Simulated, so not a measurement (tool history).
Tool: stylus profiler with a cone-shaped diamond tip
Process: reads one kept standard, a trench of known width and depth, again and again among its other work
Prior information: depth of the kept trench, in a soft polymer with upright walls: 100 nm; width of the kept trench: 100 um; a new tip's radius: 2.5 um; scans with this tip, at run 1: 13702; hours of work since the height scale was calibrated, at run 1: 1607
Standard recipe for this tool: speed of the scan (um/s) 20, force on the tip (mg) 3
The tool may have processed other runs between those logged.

run,hour,speed of the scan (um/s),force on the tip (mg),scans with this tip,hours of work since the height scale was calibrated,depth of the trench (Å),width of the trench's floor (µm)
1,0,20,3,13702,1607,1008.5,98.13
2,57.9,20,5.1,13972,1639,1015.4,98.18
3,119.7,20,5.1,14262,1673,1014.9,98.12
4,215.7,20,5.1,14711,1726,1012.9,98.19
5,278.7,20,5.1,15005,1760,1013.5,98.15
6,351.1,20,5.1,15344,1800,1013.8,98.09
# hour 460.7: height scale calibrated on a step standard
7,482.1,20,5.1,15955,12,1022.6,98.16
8,575.9,20,5.1,16393,63,1021,98.19
9,634.4,20,5.1,16667,95,1021.2,98.1
10,699.6,28,2.94,16972,131,1014,98.05
11,759.6,60,2.77,17253,164,1015,97.89
12,890.4,6,6.74,17865,236,1025.1,98.16
13,989.7,15,2.64,18329,290,1013.3,98.03
14,1119.1,7,6.72,18935,361,1026.5,98.12
15,1236.3,26,1.13,19483,426,1006,97.92
16,1299.8,26,1.13,19780,460,1006.8,97.91
17,1407.9,7,3,20285,520,1014.2,98.07

3 options for the next run, each taken on its own from the tool as it stands now. Forecast them:
A,1538.1,35,1.05,20894,591,?,?
B,1538.1,25,1.13,20894,591,?,?
C,1538.1,14,3,20894,591,?,?

run,depth of the trench (Å),width of the trench's floor (µm)
A,1006.1,97.82
B,1006.5,97.94
C,1012.9,98.07
With the hidden condition removed and each run's random variation left untouched, the same runs would have given:
run,depth of the trench (Å),width of the trench's floor (µm)
A,1008,98.33
B,1008.4,98.45
C,1014.8,98.58
